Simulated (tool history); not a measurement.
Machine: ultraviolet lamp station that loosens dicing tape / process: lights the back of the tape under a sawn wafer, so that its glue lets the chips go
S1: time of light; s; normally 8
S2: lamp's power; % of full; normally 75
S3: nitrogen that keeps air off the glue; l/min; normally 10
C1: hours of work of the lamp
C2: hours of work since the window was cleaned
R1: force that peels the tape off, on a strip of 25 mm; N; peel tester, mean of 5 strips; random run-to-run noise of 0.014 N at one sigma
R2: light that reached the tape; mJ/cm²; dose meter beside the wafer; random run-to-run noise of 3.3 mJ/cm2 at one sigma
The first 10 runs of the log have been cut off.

run 11 day=4.358 | S1=5 S2=75 S3=10 | C1=144 C2=114 | R1=2.141 R2=301
run 12 day=4.767 | S1=5 S2=75 S3=10 | C1=150 C2=120 | R1=2.111 R2=304
run 13 day=5.100 | S1=5 S2=75 S3=10 | C1=155 C2=125 | R1=2.117 R2=301
run 14 day=5.467 | S1=5 S2=75 S3=10 | C1=160 C2=131 | R1=2.159 R2=301
run 15 day=5.788 | S1=8 S2=75 S3=10 | C1=165 C2=136 | R1=0.849 R2=480
run 16 day=6.183 | S1=8 S2=75 S3=10 | C1=171 C2=142 | R1=0.834 R2=473
run 17 day=6.583 | S1=8 S2=75 S3=10 | C1=177 C2=148 | R1=0.843 R2=477
run 18 day=7.154 | S1=8 S2=75 S3=16 | C1=186 C2=156 | R1=0.670 R2=477
run 19 day=7.700 | S1=8 S2=75 S3=16 | C1=194 C2=165 | R1=0.671 R2=474
run 20 day=7.988 | S1=4 S2=75 S3=8 | C1=199 C2=169 | R1=3.184 R2=237
run 21 day=8.492 | S1=6 S2=68 S3=10 | C1=206 C2=177 | R1=1.932 R2=319
run 22 day=8.846 | S1=6 S2=68 S3=10 | C1=212 C2=182 | R1=1.941 R2=320
run 23 day=9.092 | S1=6 S2=68 S3=10 | C1=216 C2=186 | R1=1.943 R2=320
run 24 day=9.662 | S1=8 S2=77 S3=5 | C1=224 C2=195 | R1=1.341 R2=475
run 25 day=10.117 | S1=12 S2=64 S3=9 | C1=231 C2=202 | R1=0.563 R2=588
run 26 day=10.538 | S1=5 S2=62 S3=11 | C1=238 C2=208 | R1=2.945 R2=237
run 27 day=10.904 | S1=5 S2=62 S3=11 | C1=243 C2=214 | R1=2.857 R2=240
run 28 day=11.454 | S1=5 S2=65 S3=7 | C1=252 C2=222 | R1=3.249 R2=243
run 29 day=11.729 | S1=8 S2=91 S3=8 | C1=256 C2=226 | R1=0.689 R2=558
run 30 day=12.300 | S1=8 S2=73 S3=10 | C1=264 C2=235 | R1=0.984 R2=443
run 31 day=12.588 | S1=8 S2=89 S3=9 | C1=269 C2=239 | R1=0.668 R2=537
run 32 day=13.038 | S1=4 S2=65 S3=10 | C1=276 C2=246 | R1=3.778 R2=197
run 33 day=13.396 | S1=8 S2=80 S3=10 | C1=281 C2=252 | R1=0.834 R2=475

Forecast each of these 3 alternatives for the next run:
run A day=13.704 | S1=9 S2=66 S3=10 | C1=286 C2=256 | R1=? R2=?
run B day=13.704 | S1=8 S2=75 S3=6 | C1=286 C2=256 | R1=? R2=?
run C day=13.704 | S1=4 S2=75 S3=11 | C1=286 C2=256 | R1=? R2=?

run=A R1=1.013 R2=439
run=B R1=1.326 R2=446
run=C R1=3.136 R2=224
Without the tool's hidden state the same runs would have given:
run=A R1=0.699 R2=515
run=B R1=0.943 R2=522
run=C R1=2.523 R2=263
